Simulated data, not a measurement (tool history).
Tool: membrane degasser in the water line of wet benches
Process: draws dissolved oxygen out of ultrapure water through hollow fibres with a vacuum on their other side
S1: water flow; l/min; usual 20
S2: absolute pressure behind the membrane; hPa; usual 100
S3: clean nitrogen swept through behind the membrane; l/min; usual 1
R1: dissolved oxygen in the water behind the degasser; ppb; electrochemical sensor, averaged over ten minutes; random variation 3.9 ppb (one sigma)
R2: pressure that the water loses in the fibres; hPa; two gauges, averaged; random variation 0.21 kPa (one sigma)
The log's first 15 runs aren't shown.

Run 16, day 73.179: usual settings. Result: R1 401.1 ppb, R2 501.1 hPa.
Run 17, day 78.183: usual settings. Result: R1 405.3 ppb, R2 501.6 hPa.
Run 18, day 84.579: usual settings. Result: R1 406 ppb, R2 501.7 hPa.
Run 19, day 88.121: usual settings but S1 24 l/min, S3 0.73 l/min. Result: R1 623.7 ppb, R2 598.5 hPa.
Run 20, day 92.221: usual settings but S2 147 hPa, S3 0.48 l/min. Result: R1 965.3 ppb, R2 500.4 hPa.
Run 21, day 98.979: usual settings but S1 23 l/min, S2 67 hPa, S3 1.5 l/min. Result: R1 292.1 ppb, R2 579.8 hPa.
Run 22, day 103.404: usual settings but S1 25 l/min, S3 1.04 l/min. Result: R1 557.4 ppb, R2 624.2 hPa.
Run 23, day 109.392: usual settings but S1 27 l/min, S2 238 hPa, S3 2.56 l/min. Result: R1 730.1 ppb, R2 676.2 hPa.
Run 24, day 115.842: usual settings but S1 22 l/min, S3 2.56 l/min. Result: R1 291.1 ppb, R2 551.6 hPa.
Run 25, day 120.029: usual settings but S1 22 l/min, S3 2.56 l/min. Result: R1 292.4 ppb, R2 552 hPa.
Run 26, day 127.458: usual settings but S1 26 l/min, S2 187 hPa. Result: R1 1016.7 ppb, R2 652.8 hPa.
Run 27, day 131.254: usual settings but S1 14 l/min. Result: R1 251.7 ppb, R2 354 hPa.
Run 28, day 136.438: usual settings but S1 22 l/min, S2 220 hPa, S3 0.63 l/min. Result: R1 1329.8 ppb, R2 552.4 hPa.
Run 29, day 140.129: usual settings but S1 28 l/min, S2 65 hPa, S3 2.95 l/min. Result: R1 372.5 ppb, R2 703 hPa.
Run 30, day 144.646: usual settings but S1 13 l/min, S2 75 hPa, S3 0.4 l/min. Result: R1 321 ppb, R2 326.8 hPa.
Run 31, day 151.204: usual settings but S1 13 l/min, S2 75 hPa, S3 0.4 l/min. Result: R1 322.1 ppb, R2 329.3 hPa.

3 ways to go on from here, each from the tool as it stands after run 31. What would each give?
Run A, day 157.554: usual settings but S1 25 l/min, S2 79 hPa, S3 0.93 l/min. Result: R1 ?, R2 ?.
Run B, day 157.554: usual settings but S2 119 hPa, S3 1.4 l/min. Result: R1 ?, R2 ?.
Run C, day 157.554: usual settings but S1 13 l/min, S2 71 hPa, S3 0.4 l/min. Result: R1 ?, R2 ?.

run     R1     R2
  A  486.1    631
  B  393.4  504.1
  C  293.6  330.8
Without the tool's hidden state the same runs would have given:
run     R1     R2
  A  451.8  610.7
  B  370.8  487.9
  C  276.8  320.3

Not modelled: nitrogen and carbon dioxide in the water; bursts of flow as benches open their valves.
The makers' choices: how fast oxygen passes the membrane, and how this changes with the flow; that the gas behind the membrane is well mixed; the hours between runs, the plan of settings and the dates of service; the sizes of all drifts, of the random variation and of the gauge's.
